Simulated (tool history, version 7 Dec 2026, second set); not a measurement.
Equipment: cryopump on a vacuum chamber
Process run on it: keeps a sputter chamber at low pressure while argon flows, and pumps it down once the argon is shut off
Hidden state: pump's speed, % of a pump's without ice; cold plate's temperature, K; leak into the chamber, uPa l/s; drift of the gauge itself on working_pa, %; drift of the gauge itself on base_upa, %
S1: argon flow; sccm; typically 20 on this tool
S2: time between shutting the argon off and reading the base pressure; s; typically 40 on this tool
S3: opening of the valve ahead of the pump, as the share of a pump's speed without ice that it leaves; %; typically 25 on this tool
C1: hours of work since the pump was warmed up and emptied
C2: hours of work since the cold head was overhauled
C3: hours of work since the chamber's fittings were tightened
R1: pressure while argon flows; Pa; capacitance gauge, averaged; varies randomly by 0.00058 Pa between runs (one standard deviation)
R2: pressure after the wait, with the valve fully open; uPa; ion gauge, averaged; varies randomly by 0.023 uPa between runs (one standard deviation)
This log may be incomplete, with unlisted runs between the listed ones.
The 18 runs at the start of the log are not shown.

Run 19, hour 502.8: usual settings but S1 35 sccm; C1 421; C2 421; C3 893. Result: R1 0.1328 Pa, R2 1.52 uPa.
Run 20, hour 536.8: usual settings but S1 35 sccm, S2 26 s; C1 444; C2 444; C3 917. Result: R1 0.1346 Pa, R2 1.9 uPa.
Run 21, hour 574.5: usual settings but S1 14 sccm, S2 219 s; C1 470; C2 470; C3 943. Result: R1 0.054 Pa, R2 1.15 uPa.
Run 22, hour 602.2: usual settings but S1 17 sccm, S2 219 s; C1 489; C2 489; C3 962. Result: R1 0.0661 Pa, R2 1.19 uPa.
Run 23, hour 630.2: usual settings but S1 17 sccm, S2 219 s; C1 509; C2 509; C3 981. Result: R1 0.0653 Pa, R2 1.18 uPa.
Run 24, hour 648.1: usual settings but S1 17 sccm, S2 219 s; C1 521; C2 521; C3 993. Result: R1 0.0648 Pa, R2 1.23 uPa.
Run 25, hour 681.2: usual settings but S1 17 sccm, S2 192 s, S3 30 %; C1 544; C2 544; C3 1016. Result: R1 0.0556 Pa, R2 1.27 uPa.
Run 26, hour 711.8: usual settings but S1 17 sccm, S2 165 s, S3 29 %; C1 565; C2 565; C3 1037. Result: R1 0.0569 Pa, R2 1.31 uPa.
Run 27, hour 728.8: usual settings but S2 165 s, S3 22 %; C1 577; C2 577; C3 1049. Result: R1 0.0862 Pa, R2 1.32 uPa.
Run 28, hour 765.7: usual settings but S2 24 s; C1 602; C2 602; C3 1074. Result: R1 0.078 Pa, R2 2.16 uPa.
Run 29, hour 799.1: usual settings but S1 11 sccm, S3 57 %; C1 625; C2 625; C3 1097. Result: R1 0.0203 Pa, R2 1.78 uPa.
Run 30, hour 829.9: usual settings but S1 12 sccm; C1 646; C2 646; C3 1119. Result: R1 0.046 Pa, R2 1.77 uPa.
Run 31, hour 846.6: usual settings but S1 12 sccm; C1 658; C2 658; C3 1130. Result: R1 0.0462 Pa, R2 1.83 uPa.
Run 32, hour 879.8: usual settings but S1 14 sccm, S3 35 %; C1 681; C2 681; C3 1153. Result: R1 0.0403 Pa, R2 1.87 uPa.
Run 33, hour 917.1: usual settings but S1 32 sccm, S3 39 %; C1 706; C2 706; C3 1179. Result: R1 0.0816 Pa, R2 1.86 uPa.
Run 34, hour 940.5: usual settings but S1 13 sccm, S3 38 %; C1 722; C2 722; C3 1195. Result: R1 0.0343 Pa, R2 1.87 uPa.

Predict each of these 3 candidate next runs independently; none follows another, all start after run 34:
Run A, hour 965.2: usual settings but S1 10 sccm, S2 28 s; C1 739; C2 739; C3 1212. Result: R1 ?, R2 ?.
Run B, hour 965.2: usual settings but S3 30 %; C1 739; C2 739; C3 1212. Result: R1 ?, R2 ?.
Run C, hour 965.2: usual settings but S1 13 sccm, S2 65 s, S3 48 %; C1 739; C2 739; C3 1212. Result: R1 ?, R2 ?.

run      R1    R2
  A  0.0393  2.18
  B  0.0659  1.87
  C  0.0277  1.76
The same runs, with their run-to-run variation unchanged, on a tool lacking any hidden condition would have given:
run      R1    R2
  A   0.037  0.97
  B  0.0614  0.69
  C  0.0248  0.52

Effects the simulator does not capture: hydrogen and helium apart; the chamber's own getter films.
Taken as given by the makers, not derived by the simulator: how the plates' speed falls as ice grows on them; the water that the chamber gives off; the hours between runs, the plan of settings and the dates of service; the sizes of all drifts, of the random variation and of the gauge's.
